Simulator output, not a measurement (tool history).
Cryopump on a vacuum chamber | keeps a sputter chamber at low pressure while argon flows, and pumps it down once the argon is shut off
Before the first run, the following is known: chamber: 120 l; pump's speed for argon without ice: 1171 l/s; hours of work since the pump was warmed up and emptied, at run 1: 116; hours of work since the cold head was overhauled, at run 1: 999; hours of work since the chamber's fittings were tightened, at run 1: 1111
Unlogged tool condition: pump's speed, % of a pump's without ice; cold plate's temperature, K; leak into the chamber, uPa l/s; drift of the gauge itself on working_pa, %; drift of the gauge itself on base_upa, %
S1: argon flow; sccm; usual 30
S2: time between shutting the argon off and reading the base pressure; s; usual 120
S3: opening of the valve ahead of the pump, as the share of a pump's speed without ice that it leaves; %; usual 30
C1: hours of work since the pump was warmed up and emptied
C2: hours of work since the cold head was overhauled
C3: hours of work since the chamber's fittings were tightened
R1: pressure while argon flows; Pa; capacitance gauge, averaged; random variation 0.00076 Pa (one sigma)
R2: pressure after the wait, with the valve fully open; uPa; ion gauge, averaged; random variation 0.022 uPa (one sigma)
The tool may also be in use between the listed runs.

run,hour,S1,S2,S3,C1,C2,C3,R1,R2
1,0,30,120,30,116,999,1111,0.1474,1.51
2,61.5,30,120,30,141,1024,1136,0.1483,1.54
3,108.1,30,33,30,160,1043,1155,0.1483,2.62
4,148.2,30,33,30,176,1059,1171,0.1496,2.58
5,190.4,14,33,30,194,1077,1189,0.0697,2.63
6,224,30,120,16,207,1090,1202,0.2742,1.65
7,273,30,120,16,227,1110,1222,0.2764,1.58
8,305.1,30,120,40,240,1123,1235,0.1135,1.66
9,337.5,30,120,40,253,1136,1248,0.1157,1.66
10,403.8,30,114,40,280,1163,1275,0.1143,1.77
11,447.1,30,114,40,298,1181,1293,0.1152,1.77
12,484.3,30,114,18,313,1196,1308,0.2474,1.76
13,541.1,14,120,34,336,1219,1331,0.0643,1.73
14,592.1,14,120,34,357,1240,1352,0.0635,1.84
15,631.2,14,120,34,373,1256,1368,0.0634,1.87
16,672.7,20,96,49,390,1273,1385,0.0654,1.98
17,734.6,27,76,19,415,1298,1410,0.2142,2.09
18,797.7,38,89,17,440,1323,1435,0.3344,2.07

What if the next run were any one of these 5? Each begins from the tool's condition after run 18:
A,844.9,30,73,30,460,1343,1455,?,?
B,844.9,29,89,39,460,1343,1455,?,?
C,844.9,17,188,49,460,1343,1455,?,?
D,844.9,39,151,23,460,1343,1455,?,?
E,844.9,38,89,29,460,1343,1455,?,?

run,R1,R2
A,0.1536,2.23
B,0.1167,2.12
C,0.0563,1.8
D,0.2583,1.93
E,0.2023,2.07
Had the tool no hidden state, the same runs would have come out as:
run,R1,R2
A,0.1429,0.9
B,0.1064,0.8
C,0.0502,0.48
D,0.2444,0.6
E,0.1888,0.75
